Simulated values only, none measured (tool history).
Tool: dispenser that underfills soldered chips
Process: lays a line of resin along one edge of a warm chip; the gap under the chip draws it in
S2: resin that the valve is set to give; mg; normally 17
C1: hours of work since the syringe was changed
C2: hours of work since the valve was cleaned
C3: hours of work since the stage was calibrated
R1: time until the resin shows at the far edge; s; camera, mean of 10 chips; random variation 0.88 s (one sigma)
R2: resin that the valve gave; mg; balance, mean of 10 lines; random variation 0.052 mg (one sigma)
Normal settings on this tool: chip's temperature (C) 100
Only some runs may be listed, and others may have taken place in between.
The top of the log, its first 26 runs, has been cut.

run 27 hour=182.5 | chip's_temperature_(C)=108 S2=16.9 | C1=3 C2=18 C3=359 | R1=62.9 R2=16.75
run 28 hour=189.8 | chip's_temperature_(C)=95 S2=17 | C1=8 C2=23 C3=364 | R1=126.9 R2=16.76
-- hour=191.5 new syringe of resin
run 29 hour=198.1 | chip's_temperature_(C)=89 S2=18.6 | C1=4 C2=28 C3=369 | R1=142.3 R2=18.42
run 30 hour=204.1 | chip's_temperature_(C)=102 S2=17.2 | C1=8 C2=32 C3=373 | R1=94.4 R2=16.92
-- hour=205.8 new syringe of resin
run 31 hour=210.3 | chip's_temperature_(C)=95 S2=17.6 | C1=3 C2=36 C3=377 | R1=106.3 R2=17.37
run 32 hour=218.4 | chip's_temperature_(C)=106 S2=17.3 | C1=8 C2=41 C3=382 | R1=82.5 R2=17.03
-- hour=220.9 new syringe of resin
run 33 hour=226.8 | chip's_temperature_(C)=98 S2=14.5 | C1=4 C2=46 C3=387 | R1=100.3 R2=14.32
-- hour=235.6 new syringe of resin
run 34 hour=236.1 | chip's_temperature_(C)=98 S2=14.5 | C1=0 C2=52 C3=393 | R1=90.6 R2=14.24
-- hour=239.8 dispensing valve cleaned and set on the balance
run 35 hour=246.3 | chip's_temperature_(C)=98 S2=14.5 | C1=6 C2=4 C3=399 | R1=109.2 R2=14.58
-- hour=251.2 new syringe of resin
run 36 hour=251.4 | chip's_temperature_(C)=94 S2=16.2 | C1=0 C2=7 C3=403 | R1=99.7 R2=16.19

Each row is a separate what-if for the run after 36, all from the same tool condition, not one after another. Results?
run A hour=259.7 | chip's_temperature_(C)=103 S2=17.6 | C1=6 C2=13 C3=408 | R1=? R2=?
run B hour=259.7 | chip's_temperature_(C)=86 S2=16.2 | C1=6 C2=13 C3=408 | R1=? R2=?
run C hour=259.7 | chip's_temperature_(C)=94 S2=19.6 | C1=6 C2=13 C3=408 | R1=? R2=?

run=A R1=81.6 R2=17.6
run=B R1=172.3 R2=16.18
run=C R1=116.6 R2=19.65
With the hidden condition removed and each run's random variation left untouched, the same runs would have given:
run=A R1=73.2 R2=17.62
run=B R1=155.8 R2=16.2
run=C R1=104.9 R2=19.68

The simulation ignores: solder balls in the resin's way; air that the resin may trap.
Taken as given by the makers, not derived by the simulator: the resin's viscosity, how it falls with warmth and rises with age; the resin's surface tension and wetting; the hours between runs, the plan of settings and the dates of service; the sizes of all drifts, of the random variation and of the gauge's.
